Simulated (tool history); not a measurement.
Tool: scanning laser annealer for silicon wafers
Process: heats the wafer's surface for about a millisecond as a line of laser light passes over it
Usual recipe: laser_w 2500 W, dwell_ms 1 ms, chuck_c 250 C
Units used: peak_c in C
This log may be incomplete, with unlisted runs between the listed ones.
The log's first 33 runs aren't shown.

run 34 day=98.767 | laser_w=2717 dwell_ms=0.72 chuck_c=248 | peak_c=884
-- day=101.083 window over the wafer cleaned
run 35 day=101.667 | laser_w=2545 dwell_ms=0.89 chuck_c=274 | peak_c=964
run 36 day=103.504 | laser_w=2718 dwell_ms=1 chuck_c=233 | peak_c=1032
run 37 day=105.462 | laser_w=2718 dwell_ms=1 chuck_c=233 | peak_c=1029
run 38 day=108.038 | laser_w=2480 dwell_ms=0.83 chuck_c=287 | peak_c=927
run 39 day=110.062 | laser_w=2633 dwell_ms=1 chuck_c=250 | peak_c=1013
run 40 day=114.125 | laser_w=2633 dwell_ms=1 chuck_c=250 | peak_c=1010
run 41 day=118.104 | laser_w=2633 dwell_ms=1.14 chuck_c=282 | peak_c=1091

3 options for the next run, each taken on its own from the tool as it stands now. Forecast them:
run A day=122.142 | laser_w=2457 dwell_ms=1 chuck_c=234 | peak_c=?
run B day=122.142 | laser_w=2633 dwell_ms=0.99 chuck_c=267 | peak_c=?
run C day=122.142 | laser_w=2491 dwell_ms=0.72 chuck_c=289 | peak_c=?

run=A peak_c=925
run=B peak_c=1015
run=C peak_c=874
Without the tool's hidden state the same runs would have given:
run=A peak_c=925
run=B peak_c=1015
run=C peak_c=874
